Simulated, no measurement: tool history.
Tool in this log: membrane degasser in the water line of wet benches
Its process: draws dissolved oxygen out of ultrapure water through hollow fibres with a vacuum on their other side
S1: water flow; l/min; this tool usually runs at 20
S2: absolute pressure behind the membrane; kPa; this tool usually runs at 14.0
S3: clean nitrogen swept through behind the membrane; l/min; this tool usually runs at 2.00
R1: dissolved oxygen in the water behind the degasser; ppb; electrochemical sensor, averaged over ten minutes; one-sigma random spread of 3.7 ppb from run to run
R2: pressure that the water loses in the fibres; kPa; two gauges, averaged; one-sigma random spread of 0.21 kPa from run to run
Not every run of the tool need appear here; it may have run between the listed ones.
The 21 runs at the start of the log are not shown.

{"run": 22, "hour": 1049.7, "S1": 17, "S2": 12.6, "S3": 2.22, "R1": 246.9, "R2": 41.75}
{"run": 23, "hour": 1097.8, "S1": 20, "S2": 16.2, "S3": 2.0, "R1": 437.8, "R2": 49.34}
{"run": 24, "hour": 1156.2, "S1": 20, "S2": 22.1, "S3": 0.93, "R1": 949.6, "R2": 49.49}
{"run": 25, "hour": 1218.1, "S1": 20, "S2": 9.7, "S3": 2.0, "R1": 294.6, "R2": 49.03}
{"run": 26, "hour": 1262.9, "S1": 22, "S2": 14.6, "S3": 2.0, "R1": 478.8, "R2": 54.13}
{"run": 27, "hour": 1320.0, "S1": 13, "S2": 24.5, "S3": 4.67, "R1": 172.7, "R2": 32.27}
{"run": 28, "hour": 1352.0, "S1": 19, "S2": 18.5, "S3": 1.16, "R1": 640.3, "R2": 46.77}
{"run": 29, "hour": 1399.4, "S1": 25, "S2": 10.9, "S3": 4.3, "R1": 402.4, "R2": 61.97}
{"run": 30, "hour": 1431.0, "S1": 25, "S2": 10.9, "S3": 4.3, "R1": 390.8, "R2": 61.73}
{"run": 31, "hour": 1463.3, "S1": 25, "S2": 10.9, "S3": 4.3, "R1": 394.4, "R2": 61.65}
{"run": 32, "hour": 1516.6, "S1": 32, "S2": 14.0, "S3": 1.16, "R1": 1061.5, "R2": 78.98}
{"run": 33, "hour": 1573.2, "S1": 32, "S2": 14.0, "S3": 1.16, "R1": 1101.3, "R2": 78.58}

Predict each of these 3 candidate next runs independently; none follows another, all start after run 33:
{"run": "A", "hour": 1636.2, "S1": 12, "S2": 13.7, "S3": 2.0, "R1": "?", "R2": "?"}
{"run": "B", "hour": 1636.2, "S1": 21, "S2": 11.3, "S3": 1.52, "R1": "?", "R2": "?"}
{"run": "C", "hour": 1636.2, "S1": 17, "S2": 26.9, "S3": 4.51, "R1": "?", "R2": "?"}

run=A R1=170.7 R2=29.71
run=B R1=411.4 R2=51.92
run=C R1=293.4 R2=41.87
Without the tool's hidden state the same runs would have given:
run=A R1=165.2 R2=28.95
run=B R1=392.2 R2=50.60
run=C R1=281.9 R2=40.80
